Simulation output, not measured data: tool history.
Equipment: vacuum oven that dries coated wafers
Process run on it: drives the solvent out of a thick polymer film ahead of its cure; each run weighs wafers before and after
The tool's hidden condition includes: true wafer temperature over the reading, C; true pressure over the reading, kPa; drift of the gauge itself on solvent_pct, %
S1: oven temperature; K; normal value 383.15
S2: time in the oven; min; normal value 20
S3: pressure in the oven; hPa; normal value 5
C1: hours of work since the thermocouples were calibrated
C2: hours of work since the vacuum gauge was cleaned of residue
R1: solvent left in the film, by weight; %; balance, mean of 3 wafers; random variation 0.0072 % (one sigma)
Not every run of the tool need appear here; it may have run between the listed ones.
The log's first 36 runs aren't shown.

run	day	S1	S2	S3	C1	C2	R1
37	26.146	391.15	24	8.11	1033	1033	0.638
38	27.004	391.15	24	8.11	1050	1050	0.632
39	27.904	390.15	16	6.9	1067	1067	1.563
40	28.938	380.15	11	6.9	1086	1086	4.5
41	29.988	398.15	26	8.47	1107	1107	0.284
42	30.721	398.15	26	8.47	1121	1121	0.277
43	31.275	394.15	29	2.64	1131	1131	0.205
44	31.846	383.15	11	5	1142	1142	3.931
45	32.408	383.15	11	5	1153	1153	3.926
# day 33.017: vacuum gauge cleaned of residue and calibrated
46	33.108	389.15	11	11.89	1165	2	3.101
47	33.675	389.15	11	11.89	1176	13	3.083

Here are 3 independent what-if runs from the current tool condition. What would each one return?
# day 33.842: oven's thermocouples calibrated
A	34.362	377.15	21	3.49	10	24	?
# day 33.842: oven's thermocouples calibrated
B	34.362	383.15	11	9.48	10	24	?
# day 33.842: oven's thermocouples calibrated
C	34.362	383.15	13	5	10	24	?

run	R1
A	2.367
B	4.048
C	3.268
Without the tool's hidden state the same runs would have given:
run	R1
A	2.366
B	4.048
C	3.267
